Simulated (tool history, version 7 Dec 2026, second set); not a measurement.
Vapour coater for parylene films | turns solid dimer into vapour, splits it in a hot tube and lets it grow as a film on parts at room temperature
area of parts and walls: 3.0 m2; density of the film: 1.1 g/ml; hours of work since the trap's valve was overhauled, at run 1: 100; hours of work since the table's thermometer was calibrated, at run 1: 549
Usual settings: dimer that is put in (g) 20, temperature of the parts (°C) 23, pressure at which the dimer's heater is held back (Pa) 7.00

| run | day | dimer that is put in (g) | temperature of the parts (°C) | pressure at which the dimer's heater is held back (Pa) | hours of work since the trap's valve was overhauled | hours of work since the table's thermometer was calibrated | thickness of the film (µm) |
|---|---|---|---|---|---|---|---|
| 1 | 0.000 | 20 | 23 | 7.00 | 100 | 549 | 4.24 |
| 2 | 2.454 | 12 | 23 | 7.00 | 143 | 592 | 2.54 |
| 3 | 5.508 | 12 | 23 | 7.00 | 197 | 645 | 2.49 |
|  | 6.075 | trap's valve overhauled |
| 4 | 7.558 | 12 | 23 | 7.00 | 26 | 678 | 2.64 |
| 5 | 9.621 | 12 | 23 | 7.00 | 62 | 714 | 2.62 |
| 6 | 12.092 | 20 | 23 | 7.00 | 105 | 757 | 4.35 |
| 7 | 14.475 | 20 | 23 | 8.82 | 147 | 799 | 4.18 |
| 8 | 16.088 | 20 | 23 | 7.00 | 175 | 827 | 4.28 |
|  | 17.725 | trap's valve overhauled |
| 9 | 17.725 | 20 | 23 | 7.00 | 0 | 853 | 4.44 |
| 10 | 20.271 | 20 | 23 | 7.00 | 44 | 897 | 4.41 |
| 11 | 23.129 | 20 | 18 | 7.00 | 95 | 947 | 5.30 |
| 12 | 25.404 | 33 | 34 | 10.15 | 134 | 987 | 4.49 |
| 13 | 28.050 | 9 | 23 | 5.35 | 181 | 1033 | 1.98 |
|  | 29.421 | trap's valve overhauled |
| 14 | 30.808 | 17 | 23 | 3.34 | 24 | 1079 | 4.13 |
| 15 | 32.517 | 12 | 23 | 7.00 | 54 | 1109 | 2.65 |
| 16 | 34.304 | 10 | 23 | 3.84 | 85 | 1140 | 2.35 |
| 17 | 35.846 | 10 | 23 | 3.84 | 112 | 1167 | 2.31 |
| 18 | 38.025 | 21 | 27 | 4.03 | 151 | 1205 | 4.18 |
| 19 | 39.679 | 21 | 27 | 4.03 | 179 | 1234 | 4.15 |

Hidden state at the last listed run before each entry between runs and at the first one after, where it differs:
Between runs 3 and 4: trap's valve overhauled (day 6.075)
  vapour lost through the trap's worn valve, %: 4.9 -> 0.8; true temperature of the parts over the reading, C: -0.88 -> -0.91
  measured less the result without the state, thickness of the film (µm): -0.05 -> +0.07
Between runs 8 and 9: trap's valve overhauled (day 17.725)
  vapour lost through the trap's worn valve, %: 4.2 -> 0.6; true temperature of the parts over the reading, C: -1.09 -> -1.13
  measured less the result without the state, thickness of the film (µm): -0.01 -> +0.16
Between runs 13 and 14: trap's valve overhauled (day 29.421)
  vapour lost through the trap's worn valve, %: 4.9 -> 1.1; true temperature of the parts over the reading, C: -1.34 -> -1.39
  measured less the result without the state, thickness of the film (µm): +0.00 -> +0.17

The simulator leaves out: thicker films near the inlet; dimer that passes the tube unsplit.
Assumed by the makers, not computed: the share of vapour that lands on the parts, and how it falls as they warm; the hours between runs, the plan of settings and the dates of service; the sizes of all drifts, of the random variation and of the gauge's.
